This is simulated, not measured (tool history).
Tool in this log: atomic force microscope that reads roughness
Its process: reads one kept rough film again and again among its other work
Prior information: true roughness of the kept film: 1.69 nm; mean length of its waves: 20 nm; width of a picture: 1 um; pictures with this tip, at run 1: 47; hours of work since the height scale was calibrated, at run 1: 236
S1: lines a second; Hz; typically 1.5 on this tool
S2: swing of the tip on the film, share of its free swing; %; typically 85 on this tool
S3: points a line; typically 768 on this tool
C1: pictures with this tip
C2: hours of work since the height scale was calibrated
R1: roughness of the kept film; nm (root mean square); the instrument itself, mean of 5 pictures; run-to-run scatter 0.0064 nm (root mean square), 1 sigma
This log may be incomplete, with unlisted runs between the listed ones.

{"run": 1, "hour": 0.0, "S1": 1.5, "S2": 85, "S3": 768, "C1": 47, "C2": 236, "R1": 1.238}
{"run": 2, "hour": 16.9, "S1": 1.5, "S2": 85, "S3": 768, "C1": 73, "C2": 247, "R1": 1.237}
{"run": 3, "hour": 27.9, "S1": 1.5, "S2": 85, "S3": 768, "C1": 89, "C2": 254, "R1": 1.227}
{"run": 4, "hour": 45.4, "S1": 1.5, "S2": 64, "S3": 768, "C1": 116, "C2": 266, "R1": 1.413}
{"run": 5, "hour": 54.8, "S1": 3.55, "S2": 85, "S3": 768, "C1": 131, "C2": 272, "R1": 0.992}
{"run": 6, "hour": 68.5, "S1": 3.55, "S2": 85, "S3": 768, "C1": 152, "C2": 281, "R1": 0.988}
{"run": 7, "hour": 77.5, "S1": 1.5, "S2": 71, "S3": 768, "C1": 166, "C2": 287, "R1": 1.362}
{"run": 8, "hour": 92.4, "S1": 1.5, "S2": 71, "S3": 768, "C1": 188, "C2": 296, "R1": 1.371}
{"run": 9, "hour": 106.4, "S1": 3.03, "S2": 85, "S3": 768, "C1": 210, "C2": 306, "R1": 1.047}
{"run": 10, "hour": 119.0, "S1": 1.5, "S2": 85, "S3": 768, "C1": 229, "C2": 314, "R1": 1.243}
{"run": 11, "hour": 131.2, "S1": 1.5, "S2": 61, "S3": 768, "C1": 248, "C2": 322, "R1": 1.425}
{"run": 12, "hour": 142.3, "S1": 1.5, "S2": 82, "S3": 719, "C1": 265, "C2": 329, "R1": 1.259}
{"hour": 159.2, "done": "new tip fitted"}
{"run": 13, "hour": 159.5, "S1": 3.23, "S2": 76, "S3": 433, "C1": 0, "C2": 340, "R1": 1.154}
{"run": 14, "hour": 170.8, "S1": 0.85, "S2": 57, "S3": 403, "C1": 18, "C2": 348, "R1": 1.453}
{"run": 15, "hour": 188.6, "S1": 0.69, "S2": 77, "S3": 768, "C1": 45, "C2": 359, "R1": 1.41}
{"run": 16, "hour": 202.0, "S1": 0.66, "S2": 77, "S3": 768, "C1": 65, "C2": 368, "R1": 1.423}
{"run": 17, "hour": 215.6, "S1": 3.94, "S2": 90, "S3": 768, "C1": 86, "C2": 377, "R1": 0.878}
{"run": 18, "hour": 236.7, "S1": 3.94, "S2": 90, "S3": 580, "C1": 118, "C2": 391, "R1": 0.866}
{"run": 19, "hour": 246.4, "S1": 1.35, "S2": 88, "S3": 768, "C1": 133, "C2": 397, "R1": 1.225}
{"run": 20, "hour": 255.4, "S1": 1.35, "S2": 88, "S3": 768, "C1": 147, "C2": 403, "R1": 1.224}
{"run": 21, "hour": 273.5, "S1": 3.69, "S2": 57, "S3": 768, "C1": 175, "C2": 415, "R1": 1.359}

Entry by entry between the runs, the difference in hidden state between the last listed run before and the first listed run after:
Runs 12 to 13: new tip fitted (hour 159.2)
  radius of the tip, nm: 7.2 -> 7
